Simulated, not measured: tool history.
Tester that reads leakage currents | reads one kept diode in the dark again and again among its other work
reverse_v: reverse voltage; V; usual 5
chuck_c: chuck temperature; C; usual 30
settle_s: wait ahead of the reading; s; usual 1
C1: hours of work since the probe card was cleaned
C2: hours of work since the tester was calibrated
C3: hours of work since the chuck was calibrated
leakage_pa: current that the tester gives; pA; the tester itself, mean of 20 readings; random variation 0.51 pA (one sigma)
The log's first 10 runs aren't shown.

Run 11, hour 482.1: usual settings but chuck_c 42 C; C1 1922; C2 435; C3 390. Result: leakage_pa 459.13 pA.
Run 12, hour 530.4: usual settings but reverse_v 6.92 V, chuck_c 42 C; C1 1960; C2 473; C3 427. Result: leakage_pa 552.71 pA.
Run 13, hour 558.1: usual settings but reverse_v 6.92 V, chuck_c 42 C; C1 1981; C2 495; C3 449. Result: leakage_pa 550.96 pA.
Run 14, hour 611.4: usual settings but reverse_v 6.92 V, chuck_c 42 C; C1 2022; C2 536; C3 490. Result: leakage_pa 550.4 pA.
Run 15, hour 679.2: usual settings but settle_s 0.31 s; C1 2075; C2 589; C3 543. Result: leakage_pa 164.34 pA.
At hour 687.1: probe card cleaned and baked.
Run 16, hour 713.2: usual settings but settle_s 0.31 s; C1 20; C2 613; C3 567. Result: leakage_pa 164.35 pA.
Run 17, hour 772.8: usual settings but settle_s 0.31 s; C1 67; C2 659; C3 613. Result: leakage_pa 163.35 pA.
Run 18, hour 811.5: usual settings but reverse_v 2.35 V; C1 97; C2 689; C3 643. Result: leakage_pa 101.66 pA.
Run 19, hour 879: usual settings but reverse_v 2.35 V; C1 149; C2 742; C3 696. Result: leakage_pa 101.58 pA.
At hour 885.7: probe card cleaned and baked, once more.
At hour 940.2: chuck's temperature calibrated.
Run 20, hour 947.4: usual settings but reverse_v 2.35 V; C1 46; C2 791; C3 6. Result: leakage_pa 107.07 pA.
Run 21, hour 989.4: usual settings but settle_s 4.81 s; C1 79; C2 823; C3 38. Result: leakage_pa 164.96 pA.
Run 22, hour 1022.4: usual settings but settle_s 4.81 s; C1 105; C2 849; C3 64. Result: leakage_pa 164.38 pA.
Run 23, hour 1067.3: usual settings but reverse_v 2.39 V, chuck_c 60 C, settle_s 2.11 s; C1 140; C2 884; C3 99. Result: leakage_pa 1254.08 pA.

Run 24 comes next. What will it give?
Run 24, hour 1111.6: usual settings but reverse_v 2.39 V, chuck_c 60 C, settle_s 2.11 s; C1 174; C2 918; C3 133. Result: leakage_pa ?.

{"run 24": {"leakage_pa": 1242.01}}
Without the tool's hidden state the same run would have given leakage_pa 1282.09 pA.
